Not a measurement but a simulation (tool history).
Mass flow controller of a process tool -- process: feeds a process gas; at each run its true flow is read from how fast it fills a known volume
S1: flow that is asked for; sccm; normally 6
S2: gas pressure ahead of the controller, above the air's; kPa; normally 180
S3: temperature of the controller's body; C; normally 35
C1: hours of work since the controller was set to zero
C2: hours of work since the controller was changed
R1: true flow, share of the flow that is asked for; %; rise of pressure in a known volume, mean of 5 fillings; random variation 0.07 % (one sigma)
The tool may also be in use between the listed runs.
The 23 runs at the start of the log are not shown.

run	hour	S1	S2	S3	C1	C2	R1
24	5724.2	2	162	35	5121	5121	84.95
25	5902.2	4	146	20	5175	5175	91.37
26	6113.2	4	146	20	5239	5239	91.22
27	6335.5	9	178	20	5306	5306	95
28	6478.2	9	178	20	5349	5349	95.1
29	6785.9	9	172	26	5443	5443	94.88
30	7076.4	9	172	26	5531	5531	94.88
31	7294.2	9	172	26	5597	5597	94.7
32	7630	6	263	26	5699	5699	93.36
33	7903.4	12	141	33	5782	5782	95.28
34	8111.2	12	141	33	5845	5845	95.28
35	8293.5	12	141	35	5901	5901	95.31
36	8536	12	141	32	5974	5974	95.32
37	8783.6	4	182	35	6050	6050	89.86
38	9106.6	6	213	35	6148	6148	92.26
39	9407.3	6	213	35	6239	6239	92.39
40	9645.5	10	190	35	6311	6311	94.43
41	9868.6	7	265	33	6379	6379	93.27
42	10016.9	6	221	30	6424	6424	92.22
43	10354.6	6	148	35	6527	6527	91.8
44	10550.6	6	236	35	6586	6586	92.11
45	10863.4	3	158	25	6681	6681	86.92
46	11096.8	3	158	25	6752	6752	86.69
# hour 11290.2: controller's zero set anew
47	11306.7	3	188	32	5	6815	96.4

Alternative continuations, all from the tool just after run 47; predict every row:
A	11479.3	6	200	28	57	6868	?
B	11479.3	3	160	32	57	6868	?
C	11479.3	3	188	30	57	6868	?
D	11479.3	8	208	32	57	6868	?
E	11479.3	7	180	35	57	6868	?

run	R1
A	96.98
B	96.19
C	96.33
D	97.03
E	96.68
What these runs would have given with no unlogged condition in the tool:
run	R1
A	98.48
B	97.85
C	97.99
D	98.5
E	98.16
